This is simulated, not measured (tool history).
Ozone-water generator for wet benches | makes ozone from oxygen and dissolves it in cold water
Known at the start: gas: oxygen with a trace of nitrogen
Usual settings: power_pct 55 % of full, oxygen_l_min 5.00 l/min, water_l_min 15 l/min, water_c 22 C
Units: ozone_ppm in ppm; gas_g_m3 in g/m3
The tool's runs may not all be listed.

run	hour	power_pct	oxygen_l_min	water_l_min	water_c	ozone_ppm	gas_g_m3
1	0.0	55	5.00	15	22	14.5	130.0
2	70.0	55	5.00	15	22	14.6	129.0
3	130.0	55	5.00	15	22	14.8	130.0
4	199.3	42	5.00	15	22	12.5	110.2
5	288.1	42	5.00	15	22	12.5	111.8
6	401.0	72	5.00	15	22	16.7	150.0
7	497.5	62	5.00	15	22	15.3	136.8
8	571.9	54	5.00	20	22	10.8	127.0
9	674.5	72	5.00	15	19	17.4	147.0
10	776.7	67	6.77	14	16	17.5	115.7
11	828.8	59	5.90	11	17	19.8	118.3

Hidden state or all else? Some run-to-run changes of ozone_ppm, split into what the settings, what came in and random variation would give without the hidden state, and what is left for the hidden state (with any gauge scatter that isn't in both results):
The hidden state here: yield of the discharge, % of new electrodes'; contactor's efficiency, % of a clean one's; true water temperature over the reading, C; drift of the gauge itself on ozone_ppm, %; drift of the gauge itself on gas_g_m3, %.
Run 8 -> 9: power_pct 54 -> 72, water_l_min 20 -> 15, water_c 22 -> 19. ozone_ppm +6.6 ppm: hidden state -1.4, all else +8.0.
